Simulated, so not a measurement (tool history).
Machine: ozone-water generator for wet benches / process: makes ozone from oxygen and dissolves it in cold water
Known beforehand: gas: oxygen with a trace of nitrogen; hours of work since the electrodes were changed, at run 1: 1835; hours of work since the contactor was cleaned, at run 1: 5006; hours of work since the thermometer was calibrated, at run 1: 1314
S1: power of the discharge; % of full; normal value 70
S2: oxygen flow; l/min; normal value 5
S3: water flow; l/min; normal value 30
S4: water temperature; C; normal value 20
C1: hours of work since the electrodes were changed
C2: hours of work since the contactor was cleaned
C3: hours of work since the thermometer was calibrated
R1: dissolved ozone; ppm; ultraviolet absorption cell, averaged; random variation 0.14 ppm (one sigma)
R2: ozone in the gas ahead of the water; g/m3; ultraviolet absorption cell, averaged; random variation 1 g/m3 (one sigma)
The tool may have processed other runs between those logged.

run    hour  S1    S2  S3  S4    C1    C2    C3    R1     R2
  1       0  70     5  30  20  1835  5006  1314  16.5  177.7
  2    33.1  70     5  30  20  1860  5032  1339  16.4    178
  3    83.4  70     5  30  20  1899  5071  1378  16.4  179.6
  4   147.7  70     5  30  20  1949  5120  1428  16.3  178.6
  5   200.5  70     5  30  20  1989  5161  1468  16.6  179.5
  6   270.9  70     5  30  20  2044  5216  1523  16.2  180.9
  7   342.8  70     5  30  20  2099  5271  1578  16.4  180.2
  8   395.7  70     5  20  20  2140  5312  1619  22.4  179.7
  9   440.3  70     5  30  20  2175  5346  1654  16.7  179.8
 10     490  70     5  30  20  2213  5385  1692  16.5    182
 11   544.6  70     5  30  20  2255  5427  1734  16.4  180.8
 12   604.4  70     5  30  20  2302  5473  1781  16.1  181.6
 13   661.8  70     5  30  20  2346  5518  1825  16.6    183
 14   703.3  48     5  30  20  2378  5550  1857  12.5  137.9
 15   771.6  48     5  30  20  2431  5602  1910  12.3    137
 16   824.2  70     5  30  20  2471  5643  1950  16.5  182.2
 17   885.7  75     5  45  16  2519  5691  1998  12.2  193.3
 18   917.3  75     5  45  16  2543  5715  2022  12.6  192.3
 19   986.5  75  6.35  22  16  2597  5768  2076  23.8  172.8
 20  1059.1  75  6.35  47  17  2653  5825  2132  12.4  173.9
 21  1105.3  75  6.35  47  17  2689  5860  2168  12.9  172.6
 22  1174.2  70  4.45  30  20  2742  5913  2221  16.1  192.3
 23  1252.8  70  4.45  30  20  2802  5974  2281  15.9    191
 24  1299.2  76  4.45  30  20  2838  6010  2317  17.2  203.9
 25  1344.3  70     5  30  16  2873  6045  2352  17.3    182
 26  1404.5  70     5  30  16  2920  6091  2399  17.1  183.9
     1439.8  -- gauge calibrated
 27  1440.1  66     5  30  20  2947  6119  2426    16  171.3
 28  1485.4  55  4.39  39  25  2982  6154  2461  10.2  159.3
 29  1560.2  70     5  30  20  3040  6212  2519  16.2  179.2
     1631.8  -- contactor cleaned
 30  1634.5  70     5  30  20  3094     2  2573  16.3    180
 31  1678.5  52     5  42  20  3128    36  2607   9.9  146.2
 32  1713.9  70  4.12  30  13  3156    63  2635  17.1    196

Measured less the same run without the tool's hidden state. The same run-to-run variation is in both; the gauge's scatter may not be:
Unlogged tool condition in this case: yield of the discharge, % of new electrodes'; contactor's efficiency, % of a clean one's; true water temperature over the reading, C; drift of the gauge itself on ozone_ppm, %; drift of the gauge itself on gas_g_m3, %.
run    R2
  1  -0.1
  2    +0
  3  +0.3
  4  +0.5
  5  +0.7
  6    +1
  7  +1.2
  8  +1.4
  9  +1.5
 10  +1.7
 11    +2
 12  +2.2
 13  +2.4
 14  +1.9
 15  +2.1
 16    +3
 17  +3.4
 18  +3.4
 19  +3.3
 20  +3.6
 21  +3.7
 22  +4.4
 23  +4.7
 24  +5.2
 25  +4.8
 26  +5.1
 27  -0.1
 28    +0
 29  +0.4
 30  +0.6
 31  +0.6
 32    +1
R1: within 0.1 ppm of the measured result in every run.
